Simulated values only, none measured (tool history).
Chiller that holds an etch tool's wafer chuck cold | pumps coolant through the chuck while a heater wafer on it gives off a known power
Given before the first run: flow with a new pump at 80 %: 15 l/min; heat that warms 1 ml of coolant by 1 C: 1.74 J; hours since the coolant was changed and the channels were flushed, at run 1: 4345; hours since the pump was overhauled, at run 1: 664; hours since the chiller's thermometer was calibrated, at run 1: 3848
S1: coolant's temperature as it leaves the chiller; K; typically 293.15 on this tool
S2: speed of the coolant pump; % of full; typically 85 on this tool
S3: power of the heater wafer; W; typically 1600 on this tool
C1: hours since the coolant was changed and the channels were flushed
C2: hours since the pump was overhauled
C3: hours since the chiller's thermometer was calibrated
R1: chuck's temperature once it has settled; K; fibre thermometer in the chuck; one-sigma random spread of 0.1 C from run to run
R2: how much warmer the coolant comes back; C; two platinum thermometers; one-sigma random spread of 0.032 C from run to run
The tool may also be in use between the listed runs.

run,hour,S1,S2,S3,C1,C2,C3,R1,R2
1,0,293.15,85,1600,4345,664,3848,306.05,3.39
2,22.6,293.15,85,1600,4367,686,3871,306.15,3.48
3,36.8,293.15,85,1600,4381,700,3885,305.95,3.5
4,64.1,295.15,85,1600,4409,728,3912,307.95,3.51
5,92.9,293.15,85,1600,4438,757,3941,306.05,3.52
6,115.1,293.15,85,1600,4460,779,3963,305.95,3.52
7,132.9,293.15,85,1288,4478,797,3981,303.65,2.86
# hour 144.2: coolant changed, channels flushed
8,165.9,293.15,85,1288,22,824,4008,303.25,2.92
9,192.2,293.15,85,1600,48,850,4035,305.95,3.58
10,216.5,293.15,98,1600,72,874,4059,304.45,3.16
11,238.9,293.15,98,1600,95,897,4081,304.55,3.12
12,267.5,293.15,98,1600,123,925,4110,304.55,3.16
13,282,293.15,98,1600,138,940,4124,304.35,3.2
14,302.7,293.15,98,1600,159,960,4145,304.55,3.2
15,323.3,293.15,98,1600,179,981,4166,304.55,3.2
16,347.8,293.15,98,1600,204,1005,4190,304.55,3.2
17,377.2,293.15,98,1600,233,1035,4220,304.65,3.27
18,399.9,298.15,73,2365,256,1058,4242,319.95,6.28
19,426.7,298.15,80,1772,282,1084,4269,313.35,4.4
20,442.4,298.15,71,1772,298,1100,4285,314.65,4.97

Run 21 is up next; what results do you expect?
21,460.3,289.15,92,1600,316,1118,4303,?,?

R1: 300.95 K
R2: 3.54 C
Minus the tool's unlogged condition, the same run would have read R1 300.95 K, R2 3.2 C.
